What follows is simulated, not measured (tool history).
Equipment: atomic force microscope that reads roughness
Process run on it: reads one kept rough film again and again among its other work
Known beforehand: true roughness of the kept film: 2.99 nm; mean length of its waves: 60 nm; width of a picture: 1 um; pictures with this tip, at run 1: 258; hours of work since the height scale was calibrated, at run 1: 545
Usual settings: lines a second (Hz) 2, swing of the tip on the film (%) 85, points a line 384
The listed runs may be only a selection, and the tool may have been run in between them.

| run | day | lines a second (Hz) | swing of the tip on the film (%) | points a line | pictures with this tip | hours of work since the height scale was calibrated | roughness of the kept film (nm (root mean square)) |
|---|---|---|---|---|---|---|---|
| 1 | 0 | 2 | 85 | 384 | 258 | 545 | 2.616 |
|  | 0.288 | new tip fitted |
| 2 | 1.925 | 2 | 62 | 384 | 62 | 570 | 2.824 |
| 3 | 3.467 | 2 | 62 | 384 | 120 | 589 | 2.805 |
| 4 | 5.433 | 3.68 | 85 | 384 | 195 | 614 | 2.472 |
| 5 | 6.492 | 3.68 | 85 | 384 | 235 | 628 | 2.464 |
|  | 7.271 | new tip fitted |
| 6 | 8.062 | 3.68 | 85 | 384 | 30 | 648 | 2.546 |
| 7 | 9.758 | 3.68 | 56 | 384 | 94 | 670 | 2.797 |
| 8 | 10.879 | 3.68 | 56 | 384 | 136 | 684 | 2.79 |
| 9 | 12.383 | 3.68 | 56 | 384 | 194 | 703 | 2.764 |
| 10 | 14.112 | 3.68 | 56 | 384 | 259 | 725 | 2.72 |
|  | 14.271 | new tip fitted |
| 11 | 15.604 | 3.68 | 56 | 384 | 51 | 744 | 2.806 |
| 12 | 17.35 | 3.68 | 56 | 384 | 117 | 766 | 2.788 |
| 13 | 18.958 | 3.68 | 56 | 384 | 178 | 787 | 2.737 |
| 14 | 20.854 | 2 | 85 | 1019 | 250 | 811 | 2.604 |
|  | 21.321 | new tip fitted |
| 15 | 22.683 | 0.81 | 64 | 619 | 51 | 835 | 2.875 |
| 16 | 24.196 | 0.53 | 75 | 849 | 109 | 854 | 2.833 |
| 17 | 25.521 | 2.61 | 61 | 366 | 159 | 871 | 2.76 |
| 18 | 27.004 | 2.61 | 61 | 366 | 215 | 890 | 2.748 |
|  | 28.371 | new tip fitted |
| 19 | 28.483 | 0.55 | 57 | 919 | 4 | 908 | 2.905 |
| 20 | 29.792 | 2.97 | 77 | 1008 | 54 | 925 | 2.676 |
| 21 | 30.962 | 2.97 | 77 | 1008 | 98 | 940 | 2.699 |
| 22 | 32.833 | 3.72 | 59 | 298 | 169 | 964 | 2.732 |
| 23 | 34.175 | 3.72 | 59 | 298 | 220 | 981 | 2.724 |
|  | 35.375 | new tip fitted |
| 24 | 35.542 | 2.82 | 85 | 437 | 6 | 999 | 2.633 |
| 25 | 36.829 | 2.82 | 87 | 346 | 55 | 1015 | 2.588 |

3 ways to go on from here, each from the tool as it stands after run 25. What would each give?
| A | 38.333 | 1.18 | 56 | 647 | 112 | 1034 | ? |
| B | 38.333 | 2.82 | 81 | 759 | 112 | 1034 | ? |
| C | 38.333 | 2 | 85 | 889 | 112 | 1034 | ? |

| run | roughness of the kept film (nm (root mean square)) |
|---|---|
| A | 2.855 |
| B | 2.633 |
| C | 2.674 |
Without the tool's hidden state the same runs would have given:
| run | roughness of the kept film (nm (root mean square)) |
|---|---|
| A | 2.91 |
| B | 2.684 |
| C | 2.726 |
